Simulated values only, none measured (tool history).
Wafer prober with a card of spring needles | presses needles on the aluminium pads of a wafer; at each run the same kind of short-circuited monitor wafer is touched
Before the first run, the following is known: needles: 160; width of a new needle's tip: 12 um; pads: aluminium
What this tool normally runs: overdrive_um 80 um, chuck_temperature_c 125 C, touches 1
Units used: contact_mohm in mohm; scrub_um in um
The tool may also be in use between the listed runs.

| run | hour | overdrive_um | chuck_temperature_c | touches | contact_mohm | scrub_um |
|---|---|---|---|---|---|---|
| 1 | 0.0 | 80 | 125 | 1 | 259.0 | 13.11 |
| 2 | 10.8 | 77 | 125 | 1 | 259.6 | 12.62 |
| 3 | 15.5 | 80 | 37 | 1 | 235.9 | 13.16 |
| 4 | 21.8 | 80 | 37 | 1 | 234.3 | 13.15 |
|  | 22.8 | tips cleaned on abrasive film |
| 5 | 27.3 | 80 | 37 | 1 | 236.3 | 13.14 |
| 6 | 35.4 | 60 | 37 | 1 | 235.8 | 9.87 |
| 7 | 45.2 | 60 | 37 | 1 | 237.5 | 9.88 |
| 8 | 51.6 | 60 | 37 | 1 | 236.6 | 9.89 |
|  | 57.9 | tips cleaned on abrasive film |
| 9 | 62.4 | 60 | 37 | 1 | 236.2 | 9.88 |
| 10 | 69.5 | 69 | 62 | 1 | 240.8 | 11.38 |
| 11 | 76.7 | 92 | 47 | 1 | 238.6 | 15.23 |
| 12 | 87.5 | 80 | 82 | 2 | 247.8 | 13.23 |
|  | 92.7 | tips cleaned on abrasive film |
| 13 | 97.1 | 63 | 125 | 1 | 257.7 | 10.45 |
| 14 | 103.3 | 97 | 42 | 1 | 236.7 | 16.03 |

Consider 4 possible next runs. They are alternatives, not a sequence: every one starts from the tool as it was left by run 14. What does each give?
| A | 112.8 | 91 | 46 | 2 | ? | ? |
| B | 112.8 | 80 | 46 | 1 | ? | ? |
| C | 112.8 | 60 | 42 | 1 | ? | ? |
| D | 112.8 | 73 | 125 | 2 | ? | ? |

| run | contact_mohm | scrub_um |
|---|---|---|
| A | 238.6 | 15.04 |
| B | 239.3 | 13.24 |
| C | 237.6 | 9.93 |
| D | 257.0 | 12.05 |
The same runs, with their run-to-run variation unchanged, on a tool lacking any hidden condition would have given:
| run | contact_mohm | scrub_um |
|---|---|---|
| A | 238.3 | 14.91 |
| B | 238.9 | 13.12 |
| C | 237.1 | 9.84 |
| D | 256.7 | 11.95 |
